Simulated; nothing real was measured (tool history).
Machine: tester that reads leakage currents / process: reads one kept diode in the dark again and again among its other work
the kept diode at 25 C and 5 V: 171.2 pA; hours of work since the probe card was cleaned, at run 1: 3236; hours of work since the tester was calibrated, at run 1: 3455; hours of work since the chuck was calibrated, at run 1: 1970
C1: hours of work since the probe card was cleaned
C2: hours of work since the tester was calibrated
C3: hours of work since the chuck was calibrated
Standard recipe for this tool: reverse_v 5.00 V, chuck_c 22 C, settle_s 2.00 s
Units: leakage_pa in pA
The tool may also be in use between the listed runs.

run 1 hour=0.0 | reverse_v=5.00 chuck_c=22 settle_s=2.00 | C1=3236 C2=3455 C3=1970 | leakage_pa=128.68
run 2 hour=99.5 | reverse_v=5.00 chuck_c=22 settle_s=2.00 | C1=3313 C2=3532 C3=2047 | leakage_pa=128.17
-- hour=203.7 tester calibrated
run 3 hour=213.3 | reverse_v=5.00 chuck_c=22 settle_s=2.00 | C1=3400 C2=7 C3=2133 | leakage_pa=129.23
run 4 hour=424.0 | reverse_v=1.43 chuck_c=22 settle_s=2.00 | C1=3562 C2=170 C3=2296 | leakage_pa=67.81
run 5 hour=534.8 | reverse_v=1.43 chuck_c=22 settle_s=2.00 | C1=3648 C2=256 C3=2382 | leakage_pa=67.78
-- hour=607.4 chuck's temperature calibrated
run 6 hour=701.3 | reverse_v=5.00 chuck_c=22 settle_s=6.14 | C1=3775 C2=383 C3=73 | leakage_pa=128.06
-- hour=771.7 probe card cleaned and baked
run 7 hour=856.2 | reverse_v=5.00 chuck_c=22 settle_s=0.36 | C1=65 C2=501 C3=190 | leakage_pa=131.71
run 8 hour=1030.1 | reverse_v=5.00 chuck_c=22 settle_s=2.00 | C1=200 C2=635 C3=324 | leakage_pa=129.37
run 9 hour=1129.7 | reverse_v=5.00 chuck_c=22 settle_s=2.00 | C1=277 C2=712 C3=401 | leakage_pa=129.43
run 10 hour=1257.5 | reverse_v=5.00 chuck_c=22 settle_s=2.00 | C1=376 C2=811 C3=500 | leakage_pa=128.99
run 11 hour=1424.8 | reverse_v=5.00 chuck_c=22 settle_s=2.00 | C1=505 C2=940 C3=630 | leakage_pa=128.68
run 12 hour=1626.2 | reverse_v=1.54 chuck_c=22 settle_s=2.00 | C1=661 C2=1096 C3=785 | leakage_pa=70.88
run 13 hour=1805.9 | reverse_v=1.54 chuck_c=22 settle_s=2.00 | C1=800 C2=1235 C3=924 | leakage_pa=70.69
run 14 hour=1973.1 | reverse_v=1.54 chuck_c=22 settle_s=8.88 | C1=929 C2=1364 C3=1054 | leakage_pa=70.37
run 15 hour=2080.9 | reverse_v=5.00 chuck_c=22 settle_s=2.00 | C1=1012 C2=1447 C3=1137 | leakage_pa=127.63
run 16 hour=2178.4 | reverse_v=5.00 chuck_c=22 settle_s=2.00 | C1=1088 C2=1523 C3=1212 | leakage_pa=127.86
run 17 hour=2268.3 | reverse_v=5.00 chuck_c=22 settle_s=2.00 | C1=1157 C2=1592 C3=1282 | leakage_pa=128.76
run 18 hour=2448.5 | reverse_v=5.00 chuck_c=22 settle_s=2.00 | C1=1296 C2=1732 C3=1421 | leakage_pa=128.59
run 19 hour=2585.9 | reverse_v=5.00 chuck_c=41 settle_s=2.00 | C1=1403 C2=1838 C3=1527 | leakage_pa=737.87
run 20 hour=2697.7 | reverse_v=5.00 chuck_c=41 settle_s=2.00 | C1=1489 C2=1924 C3=1614 | leakage_pa=736.77
run 21 hour=2820.1 | reverse_v=5.00 chuck_c=41 settle_s=2.00 | C1=1584 C2=2019 C3=1708 | leakage_pa=741.67
run 22 hour=2930.4 | reverse_v=5.00 chuck_c=41 settle_s=2.00 | C1=1669 C2=2104 C3=1794 | leakage_pa=737.67
run 23 hour=3128.5 | reverse_v=4.57 chuck_c=44 settle_s=1.85 | C1=1822 C2=2257 C3=1947 | leakage_pa=903.67
run 24 hour=3296.3 | reverse_v=4.57 chuck_c=44 settle_s=1.85 | C1=1952 C2=2387 C3=2077 | leakage_pa=913.02
run 25 hour=3456.0 | reverse_v=1.18 chuck_c=44 settle_s=2.20 | C1=2075 C2=2510 C3=2200 | leakage_pa=459.52
run 26 hour=3632.9 | reverse_v=1.05 chuck_c=22 settle_s=2.00 | C1=2212 C2=2647 C3=2337 | leakage_pa=58.21
-- hour=3748.5 chuck's temperature calibrated
run 27 hour=3843.6 | reverse_v=5.23 chuck_c=23 settle_s=1.80 | C1=2373 C2=2809 C3=74 | leakage_pa=144.51
run 28 hour=3966.1 | reverse_v=5.23 chuck_c=58 settle_s=1.80 | C1=2468 C2=2903 C3=168 | leakage_pa=3062.01
run 29 hour=4119.3 | reverse_v=2.45 chuck_c=58 settle_s=0.36 | C1=2587 C2=3022 C3=287 | leakage_pa=2075.08
run 30 hour=4300.1 | reverse_v=2.45 chuck_c=58 settle_s=0.36 | C1=2726 C2=3162 C3=426 | leakage_pa=2078.64
run 31 hour=4463.4 | reverse_v=2.52 chuck_c=29 settle_s=0.74 | C1=2853 C2=3288 C3=553 | leakage_pa=177.74
run 32 hour=4671.8 | reverse_v=2.52 chuck_c=29 settle_s=0.74 | C1=3014 C2=3449 C3=714 | leakage_pa=178.13
run 33 hour=4860.1 | reverse_v=5.00 chuck_c=22 settle_s=4.07 | C1=3159 C2=3594 C3=859 | leakage_pa=128.64
-- hour=4879.3 tester calibrated
run 34 hour=5072.9 | reverse_v=3.22 chuck_c=33 settle_s=4.07 | C1=3322 C2=150 C3=1022 | leakage_pa=290.12
run 35 hour=5271.0 | reverse_v=3.22 chuck_c=33 settle_s=4.07 | C1=3475 C2=303 C3=1175 | leakage_pa=292.06
run 36 hour=5395.3 | reverse_v=3.22 chuck_c=33 settle_s=4.07 | C1=3572 C2=399 C3=1272 | leakage_pa=288.60
run 37 hour=5528.4 | reverse_v=3.22 chuck_c=33 settle_s=4.07 | C1=3674 C2=502 C3=1374 | leakage_pa=290.95
run 38 hour=5659.8 | reverse_v=1.90 chuck_c=28 settle_s=2.21 | C1=3776 C2=603 C3=1476 | leakage_pa=139.78
-- hour=5726.1 probe card cleaned and baked
run 39 hour=5818.0 | reverse_v=5.90 chuck_c=22 settle_s=2.00 | C1=71 C2=723 C3=1596 | leakage_pa=139.39

Selected run-to-run steps in leakage_pa, each split into two signed amounts: the part the tool would show with no hidden state at all (from settings, incoming material and random variation), and the remainder, which goes to the hidden state together with any gauge scatter not common to the measured and the hidden-state-free results:
Unlogged tool condition in this case: stray current of the dirty probe card, pA a volt; current scale over the true one, %; true chuck temperature over the reading, C; drift of the gauge itself on leakage_pa, %.
Run 18 -> 19: chuck_c 22 -> 41. leakage_pa +609.28 pA: hidden state -0.36, all else +609.64.
Run 24 -> 25: reverse_v 4.57 -> 1.18, settle_s 1.85 -> 2.20. leakage_pa -453.50 pA: hidden state +0.33, all else -453.83.
Run 25 -> 26: reverse_v 1.18 -> 1.05, chuck_c 44 -> 22, settle_s 2.20 -> 2.00. leakage_pa -401.31 pA: hidden state +0.34, all else -401.65.
Run 27 -> 28: chuck_c 23 -> 58. leakage_pa +2917.50 pA: hidden state -0.20, all else +2917.70.
Run 28 -> 29: reverse_v 5.23 -> 2.45, settle_s 1.80 -> 0.36. leakage_pa -986.93 pA: hidden state -0.05, all else -986.88.
Run 30 -> 31: reverse_v 2.45 -> 2.52, chuck_c 58 -> 29, settle_s 0.36 -> 0.74. leakage_pa -1900.90 pA: hidden state +0.29, all else -1901.19.

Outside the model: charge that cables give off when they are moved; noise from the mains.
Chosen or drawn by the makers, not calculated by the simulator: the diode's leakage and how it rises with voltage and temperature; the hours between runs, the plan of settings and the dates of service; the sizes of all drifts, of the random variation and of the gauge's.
